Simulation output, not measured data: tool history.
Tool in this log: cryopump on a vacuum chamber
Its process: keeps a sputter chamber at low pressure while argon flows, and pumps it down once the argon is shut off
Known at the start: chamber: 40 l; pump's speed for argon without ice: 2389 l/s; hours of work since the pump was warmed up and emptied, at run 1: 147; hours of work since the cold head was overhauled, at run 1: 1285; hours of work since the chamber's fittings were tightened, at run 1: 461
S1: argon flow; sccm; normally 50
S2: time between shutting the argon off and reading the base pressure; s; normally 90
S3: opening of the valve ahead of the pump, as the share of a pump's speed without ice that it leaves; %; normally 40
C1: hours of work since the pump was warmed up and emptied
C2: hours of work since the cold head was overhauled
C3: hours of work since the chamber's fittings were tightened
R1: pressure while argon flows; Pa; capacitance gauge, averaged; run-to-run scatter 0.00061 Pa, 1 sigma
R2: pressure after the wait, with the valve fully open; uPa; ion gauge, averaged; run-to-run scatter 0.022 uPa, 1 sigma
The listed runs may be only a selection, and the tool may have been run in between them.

{"run": 1, "day": 0.0, "S1": 50, "S2": 90, "S3": 40, "C1": 147, "C2": 1285, "C3": 461, "R1": 0.0889, "R2": 0.7}
{"run": 2, "day": 1.367, "S1": 50, "S2": 90, "S3": 40, "C1": 176, "C2": 1315, "C3": 490, "R1": 0.0903, "R2": 0.75}
{"run": 3, "day": 2.817, "S1": 50, "S2": 90, "S3": 40, "C1": 207, "C2": 1346, "C3": 522, "R1": 0.0908, "R2": 0.68}
{"run": 4, "day": 4.346, "S1": 50, "S2": 90, "S3": 40, "C1": 240, "C2": 1379, "C3": 554, "R1": 0.0902, "R2": 0.76}
{"run": 5, "day": 5.138, "S1": 50, "S2": 138, "S3": 40, "C1": 257, "C2": 1395, "C3": 571, "R1": 0.0902, "R2": 0.61}
{"run": 6, "day": 5.967, "S1": 50, "S2": 138, "S3": 25, "C1": 275, "C2": 1413, "C3": 589, "R1": 0.1423, "R2": 0.66}
{"run": 7, "day": 7.625, "S1": 50, "S2": 90, "S3": 40, "C1": 310, "C2": 1449, "C3": 625, "R1": 0.0901, "R2": 0.74}
{"run": 8, "day": 8.671, "S1": 50, "S2": 90, "S3": 24, "C1": 333, "C2": 1471, "C3": 647, "R1": 0.1488, "R2": 0.77}
{"run": 9, "day": 9.808, "S1": 75, "S2": 256, "S3": 40, "C1": 357, "C2": 1496, "C3": 671, "R1": 0.1357, "R2": 0.54}
{"run": 10, "day": 10.992, "S1": 48, "S2": 20, "S3": 28, "C1": 382, "C2": 1521, "C3": 697, "R1": 0.1235, "R2": 2.28}

For run 11, what comes out?
{"run": 11, "day": 12.138, "S1": 45, "S2": 285, "S3": 40, "C1": 407, "C2": 1546, "C3": 721, "R1": "?", "R2": "?"}

R1: 0.0812 Pa
R2: 0.57 uPa
Take away the tool's hidden state, keep the run-to-run variation as it was, and the same run would have given R1 0.0793 Pa, R2 0.26 uPa.

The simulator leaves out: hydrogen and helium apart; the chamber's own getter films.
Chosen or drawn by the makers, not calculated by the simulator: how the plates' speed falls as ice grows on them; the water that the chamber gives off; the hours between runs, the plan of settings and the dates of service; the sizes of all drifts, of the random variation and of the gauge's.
